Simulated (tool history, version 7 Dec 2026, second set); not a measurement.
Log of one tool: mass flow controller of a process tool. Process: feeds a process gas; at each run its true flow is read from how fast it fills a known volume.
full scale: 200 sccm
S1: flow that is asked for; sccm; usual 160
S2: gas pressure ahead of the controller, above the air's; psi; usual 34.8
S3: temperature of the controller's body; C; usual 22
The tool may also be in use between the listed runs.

run 1 hour=0.0 | S1=160 S2=34.8 S3=22 | true_flow_(%)=100.10
run 2 hour=113.6 | S1=160 S2=34.8 S3=22 | true_flow_(%)=99.98
run 3 hour=223.8 | S1=160 S2=34.8 S3=22 | true_flow_(%)=100.25
run 4 hour=335.8 | S1=70 S2=34.8 S3=22 | true_flow_(%)=100.20
run 5 hour=491.6 | S1=70 S2=34.8 S3=22 | true_flow_(%)=100.27
run 6 hour=690.7 | S1=160 S2=34.8 S3=22 | true_flow_(%)=100.70
run 7 hour=837.3 | S1=160 S2=34.8 S3=22 | true_flow_(%)=100.60
run 8 hour=1013.8 | S1=160 S2=34.8 S3=22 | true_flow_(%)=100.66
run 9 hour=1144.8 | S1=160 S2=34.8 S3=22 | true_flow_(%)=100.92
run 10 hour=1317.5 | S1=160 S2=34.8 S3=22 | true_flow_(%)=101.13
run 11 hour=1461.6 | S1=160 S2=34.8 S3=22 | true_flow_(%)=101.08
run 12 hour=1630.2 | S1=160 S2=34.8 S3=22 | true_flow_(%)=101.18
run 13 hour=1795.5 | S1=160 S2=34.8 S3=22 | true_flow_(%)=101.59
run 14 hour=1890.6 | S1=160 S2=34.8 S3=22 | true_flow_(%)=101.48
-- hour=2021.3 gauge calibrated
run 15 hour=2095.5 | S1=160 S2=34.8 S3=22 | true_flow_(%)=100.14
-- hour=2113.8 controller's zero set anew
run 16 hour=2220.3 | S1=160 S2=34.8 S3=22 | true_flow_(%)=100.30
run 17 hour=2365.4 | S1=160 S2=34.8 S3=22 | true_flow_(%)=100.18
run 18 hour=2581.3 | S1=160 S2=34.8 S3=22 | true_flow_(%)=100.43
run 19 hour=2773.2 | S1=144 S2=34.8 S3=22 | true_flow_(%)=100.59
run 20 hour=2935.6 | S1=144 S2=34.8 S3=22 | true_flow_(%)=100.62

The next listed run, before its measurement:
run 21 hour=3043.5 | S1=144 S2=34.8 S3=22 | true_flow_(%)=?

{"run 21": {"true flow (%)": 100.82}}
Without the tool's hidden state the same run would have given true flow (%) 100.03.
